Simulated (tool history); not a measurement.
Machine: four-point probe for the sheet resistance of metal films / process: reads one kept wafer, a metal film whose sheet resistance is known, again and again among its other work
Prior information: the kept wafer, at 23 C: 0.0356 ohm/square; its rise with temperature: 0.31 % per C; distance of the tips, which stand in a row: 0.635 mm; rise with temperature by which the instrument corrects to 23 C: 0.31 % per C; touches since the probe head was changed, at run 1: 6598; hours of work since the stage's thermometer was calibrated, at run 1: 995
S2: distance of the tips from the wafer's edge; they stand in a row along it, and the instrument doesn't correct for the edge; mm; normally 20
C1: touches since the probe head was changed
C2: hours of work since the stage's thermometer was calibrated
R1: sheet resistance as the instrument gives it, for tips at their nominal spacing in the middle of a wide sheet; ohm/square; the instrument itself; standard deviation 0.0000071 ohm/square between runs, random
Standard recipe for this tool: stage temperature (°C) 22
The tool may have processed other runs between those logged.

run 1 hour=0 | stage_temperature_(°C)=22 S2=20 | C1=6598 C2=995 | R1=0.035471
run 2 hour=17.3 | stage_temperature_(°C)=22 S2=20 | C1=6995 C2=1005 | R1=0.035469
run 3 hour=50.5 | stage_temperature_(°C)=22 S2=20 | C1=7756 C2=1023 | R1=0.035479
run 4 hour=75.9 | stage_temperature_(°C)=22 S2=3 | C1=8337 C2=1038 | R1=0.03628
run 5 hour=107 | stage_temperature_(°C)=22 S2=64 | C1=9050 C2=1055 | R1=0.035442
run 6 hour=123.5 | stage_temperature_(°C)=22 S2=20 | C1=9428 C2=1064 | R1=0.03546
run 7 hour=152.2 | stage_temperature_(°C)=23 S2=20 | C1=10086 C2=1080 | R1=0.035459
run 8 hour=171.8 | stage_temperature_(°C)=23 S2=20 | C1=10535 C2=1091 | R1=0.035468
run 9 hour=189 | stage_temperature_(°C)=23 S2=20 | C1=10930 C2=1101 | R1=0.035466
run 10 hour=206.9 | stage_temperature_(°C)=19 S2=20 | C1=11340 C2=1111 | R1=0.035443
run 11 hour=227.1 | stage_temperature_(°C)=19 S2=20 | C1=11804 C2=1122 | R1=0.035446
run 12 hour=246.2 | stage_temperature_(°C)=24 S2=5 | C1=12240 C2=1133 | R1=0.035758
run 13 hour=273.7 | stage_temperature_(°C)=21 S2=38 | C1=12872 C2=1148 | R1=0.035428
run 14 hour=287.7 | stage_temperature_(°C)=26 S2=3 | C1=13192 C2=1156 | R1=0.03628
run 15 hour=310 | stage_temperature_(°C)=26 S2=3 | C1=13702 C2=1169 | R1=0.036273
run 16 hour=327.9 | stage_temperature_(°C)=26 S2=3 | C1=14114 C2=1179 | R1=0.036291
run 17 hour=355.1 | stage_temperature_(°C)=20 S2=4 | C1=14736 C2=1194 | R1=0.035894
run 18 hour=387.5 | stage_temperature_(°C)=27 S2=14 | C1=15478 C2=1212 | R1=0.035466
run 19 hour=415.9 | stage_temperature_(°C)=21 S2=36 | C1=16130 C2=1228 | R1=0.035412
run 20 hour=448 | stage_temperature_(°C)=21 S2=36 | C1=16866 C2=1246 | R1=0.035415
run 21 hour=467.1 | stage_temperature_(°C)=23 S2=12 | C1=17303 C2=1257 | R1=0.035463
run 22 hour=496.8 | stage_temperature_(°C)=31 S2=9 | C1=17984 C2=1273 | R1=0.035527

Alternative continuations, all from the tool just after run 22; predict every row:
run A hour=524.9 | stage_temperature_(°C)=22 S2=22 | C1=18627 C2=1289 | R1=?
run B hour=524.9 | stage_temperature_(°C)=20 S2=3 | C1=18627 C2=1289 | R1=?
run C hour=524.9 | stage_temperature_(°C)=21 S2=56 | C1=18627 C2=1289 | R1=?
run D hour=524.9 | stage_temperature_(°C)=21 S2=12 | C1=18627 C2=1289 | R1=?
run E hour=524.9 | stage_temperature_(°C)=24 S2=55 | C1=18627 C2=1289 | R1=?

run=A R1=0.035404
run=B R1=0.036233
run=C R1=0.035417
run=D R1=0.03545
run=E R1=0.035409
The same runs, with their run-to-run variation unchanged, on a tool lacking any hidden condition would have given:
run=A R1=0.035598
run=B R1=0.036432
run=C R1=0.035612
run=D R1=0.035645
run=E R1=0.035603
